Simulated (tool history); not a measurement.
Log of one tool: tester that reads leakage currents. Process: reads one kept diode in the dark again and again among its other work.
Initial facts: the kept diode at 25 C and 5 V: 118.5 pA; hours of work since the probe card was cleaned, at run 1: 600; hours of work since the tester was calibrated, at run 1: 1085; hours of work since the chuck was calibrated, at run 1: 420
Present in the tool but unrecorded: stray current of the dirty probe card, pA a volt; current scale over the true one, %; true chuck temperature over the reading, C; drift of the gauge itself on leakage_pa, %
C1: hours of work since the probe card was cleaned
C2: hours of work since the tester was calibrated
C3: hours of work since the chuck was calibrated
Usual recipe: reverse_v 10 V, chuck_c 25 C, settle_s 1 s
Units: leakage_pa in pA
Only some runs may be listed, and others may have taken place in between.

{"run": 1, "hour": 0.0, "reverse_v": 10, "chuck_c": 25, "settle_s": 1, "C1": 600, "C2": 1085, "C3": 420, "leakage_pa": 188.2}
{"run": 2, "hour": 54.4, "reverse_v": 10, "chuck_c": 34, "settle_s": 1, "C1": 625, "C2": 1109, "C3": 445, "leakage_pa": 349.84}
{"run": 3, "hour": 115.3, "reverse_v": 10, "chuck_c": 25, "settle_s": 1, "C1": 652, "C2": 1137, "C3": 472, "leakage_pa": 188.6}
{"run": 4, "hour": 185.7, "reverse_v": 10, "chuck_c": 25, "settle_s": 1, "C1": 683, "C2": 1168, "C3": 503, "leakage_pa": 191.01}
{"run": 5, "hour": 268.5, "reverse_v": 10, "chuck_c": 25, "settle_s": 1, "C1": 720, "C2": 1205, "C3": 540, "leakage_pa": 192.6}
{"run": 6, "hour": 347.3, "reverse_v": 10, "chuck_c": 25, "settle_s": 1, "C1": 755, "C2": 1240, "C3": 576, "leakage_pa": 193.52}
{"run": 7, "hour": 423.7, "reverse_v": 10, "chuck_c": 25, "settle_s": 1, "C1": 790, "C2": 1274, "C3": 610, "leakage_pa": 195.03}
{"run": 8, "hour": 467.0, "reverse_v": 10, "chuck_c": 23, "settle_s": 1, "C1": 809, "C2": 1294, "C3": 629, "leakage_pa": 169.43}
{"run": 9, "hour": 541.2, "reverse_v": 10, "chuck_c": 23, "settle_s": 1, "C1": 842, "C2": 1327, "C3": 662, "leakage_pa": 171.62}
{"run": 10, "hour": 609.0, "reverse_v": 10, "chuck_c": 23, "settle_s": 1, "C1": 872, "C2": 1357, "C3": 693, "leakage_pa": 171.7}
{"hour": 643.0, "done": "chuck's temperature calibrated"}
{"run": 11, "hour": 681.2, "reverse_v": 10, "chuck_c": 23, "settle_s": 1, "C1": 904, "C2": 1388, "C3": 17, "leakage_pa": 148.23}
{"run": 12, "hour": 716.8, "reverse_v": 10, "chuck_c": 23, "settle_s": 1, "C1": 920, "C2": 1404, "C3": 33, "leakage_pa": 148.42}
{"run": 13, "hour": 794.1, "reverse_v": 10, "chuck_c": 23, "settle_s": 1, "C1": 954, "C2": 1439, "C3": 67, "leakage_pa": 151.33}
{"run": 14, "hour": 834.6, "reverse_v": 10, "chuck_c": 23, "settle_s": 1, "C1": 972, "C2": 1457, "C3": 86, "leakage_pa": 150.8}
{"run": 15, "hour": 903.4, "reverse_v": 10, "chuck_c": 23, "settle_s": 1, "C1": 1003, "C2": 1488, "C3": 116, "leakage_pa": 152.84}
{"run": 16, "hour": 942.1, "reverse_v": 10, "chuck_c": 23, "settle_s": 1, "C1": 1020, "C2": 1505, "C3": 134, "leakage_pa": 151.72}
{"run": 17, "hour": 1017.5, "reverse_v": 10, "chuck_c": 23, "settle_s": 3.76, "C1": 1054, "C2": 1539, "C3": 167, "leakage_pa": 152.75}
{"run": 18, "hour": 1058.9, "reverse_v": 10, "chuck_c": 54, "settle_s": 1, "C1": 1072, "C2": 1557, "C3": 186, "leakage_pa": 1164.41}
{"run": 19, "hour": 1109.3, "reverse_v": 10, "chuck_c": 25, "settle_s": 0.85, "C1": 1095, "C2": 1580, "C3": 208, "leakage_pa": 179.5}
{"run": 20, "hour": 1142.8, "reverse_v": 10, "chuck_c": 25, "settle_s": 0.85, "C1": 1110, "C2": 1595, "C3": 223, "leakage_pa": 178.91}
{"run": 21, "hour": 1198.2, "reverse_v": 1.4, "chuck_c": 37, "settle_s": 3.88, "C1": 1135, "C2": 1619, "C3": 248, "leakage_pa": 147.63}
{"run": 22, "hour": 1243.9, "reverse_v": 1.4, "chuck_c": 37, "settle_s": 3.88, "C1": 1155, "C2": 1640, "C3": 268, "leakage_pa": 148.78}
{"run": 23, "hour": 1287.4, "reverse_v": 11.7, "chuck_c": 21, "settle_s": 7.41, "C1": 1175, "C2": 1659, "C3": 288, "leakage_pa": 147.06}
{"run": 24, "hour": 1341.1, "reverse_v": 11.7, "chuck_c": 21, "settle_s": 7.41, "C1": 1199, "C2": 1683, "C3": 312, "leakage_pa": 148.02}
{"run": 25, "hour": 1380.3, "reverse_v": 11.7, "chuck_c": 21, "settle_s": 7.41, "C1": 1216, "C2": 1701, "C3": 329, "leakage_pa": 149.31}
{"run": 26, "hour": 1428.8, "reverse_v": 11.7, "chuck_c": 21, "settle_s": 7.41, "C1": 1238, "C2": 1722, "C3": 351, "leakage_pa": 149.75}
{"run": 27, "hour": 1486.9, "reverse_v": 10.4, "chuck_c": 25, "settle_s": 1.52, "C1": 1264, "C2": 1748, "C3": 377, "leakage_pa": 189.6}
{"run": 28, "hour": 1536.3, "reverse_v": 10.4, "chuck_c": 25, "settle_s": 1.52, "C1": 1286, "C2": 1770, "C3": 399, "leakage_pa": 189.25}
{"hour": 1545.0, "done": "tester calibrated"}
{"run": 29, "hour": 1598.0, "reverse_v": 10, "chuck_c": 20, "settle_s": 4.65, "C1": 1312, "C2": 24, "C3": 426, "leakage_pa": 129.6}
{"run": 30, "hour": 1649.5, "reverse_v": 6.2, "chuck_c": 41, "settle_s": 1, "C1": 1335, "C2": 47, "C3": 449, "leakage_pa": 424.15}
{"run": 31, "hour": 1731.9, "reverse_v": 10, "chuck_c": 24, "settle_s": 0.53, "C1": 1372, "C2": 83, "C3": 486, "leakage_pa": 175.46}
{"run": 32, "hour": 1789.0, "reverse_v": 4.2, "chuck_c": 37, "settle_s": 1.41, "C1": 1398, "C2": 109, "C3": 511, "leakage_pa": 272.3}
{"hour": 1836.2, "done": "tester calibrated, once more"}
{"run": 33, "hour": 1836.2, "reverse_v": 5.1, "chuck_c": 43, "settle_s": 0.35, "C1": 1418, "C2": 0, "C3": 531, "leakage_pa": 456.55}
{"run": 34, "hour": 1874.7, "reverse_v": 12.4, "chuck_c": 32, "settle_s": 0.33, "C1": 1435, "C2": 17, "C3": 548, "leakage_pa": 356}
{"run": 35, "hour": 1921.2, "reverse_v": 12.4, "chuck_c": 32, "settle_s": 0.33, "C1": 1456, "C2": 38, "C3": 569, "leakage_pa": 362.08}
{"run": 36, "hour": 1963.1, "reverse_v": 2, "chuck_c": 57, "settle_s": 0.33, "C1": 1475, "C2": 57, "C3": 588, "leakage_pa": 665.29}
{"run": 37, "hour": 2011.1, "reverse_v": 2, "chuck_c": 57, "settle_s": 0.33, "C1": 1496, "C2": 78, "C3": 609, "leakage_pa": 668.95}
{"run": 38, "hour": 2087.7, "reverse_v": 2, "chuck_c": 57, "settle_s": 0.33, "C1": 1530, "C2": 112, "C3": 644, "leakage_pa": 671.58}
{"run": 39, "hour": 2141.4, "reverse_v": 1.2, "chuck_c": 57, "settle_s": 0.55, "C1": 1554, "C2": 136, "C3": 668, "leakage_pa": 517.35}
{"run": 40, "hour": 2213.9, "reverse_v": 1.2, "chuck_c": 28, "settle_s": 4.17, "C1": 1587, "C2": 169, "C3": 700, "leakage_pa": 83.13}

Branching from run 40: 3 alternative next runs. What would each branch give?
{"hour": 2230.5, "done": "chuck's temperature calibrated"}
{"run": "A", "hour": 2256.1, "reverse_v": 6, "chuck_c": 29, "settle_s": 1.54, "C1": 1605, "C2": 187, "C3": 11, "leakage_pa": "?"}
{"hour": 2230.5, "done": "chuck's temperature calibrated"}
{"run": "B", "hour": 2256.1, "reverse_v": 1, "chuck_c": 31, "settle_s": 0.6, "C1": 1605, "C2": 187, "C3": 11, "leakage_pa": "?"}
{"hour": 2230.5, "done": "chuck's temperature calibrated"}
{"run": "C", "hour": 2256.1, "reverse_v": 10, "chuck_c": 52, "settle_s": 1, "C1": 1605, "C2": 187, "C3": 11, "leakage_pa": "?"}

run=A leakage_pa=176.4
run=B leakage_pa=80.73
run=C leakage_pa=1010.83
Stripped of hidden state, with their random variation kept, the same runs would have yielded:
run=A leakage_pa=173.18
run=B leakage_pa=79.98
run=C leakage_pa=1003
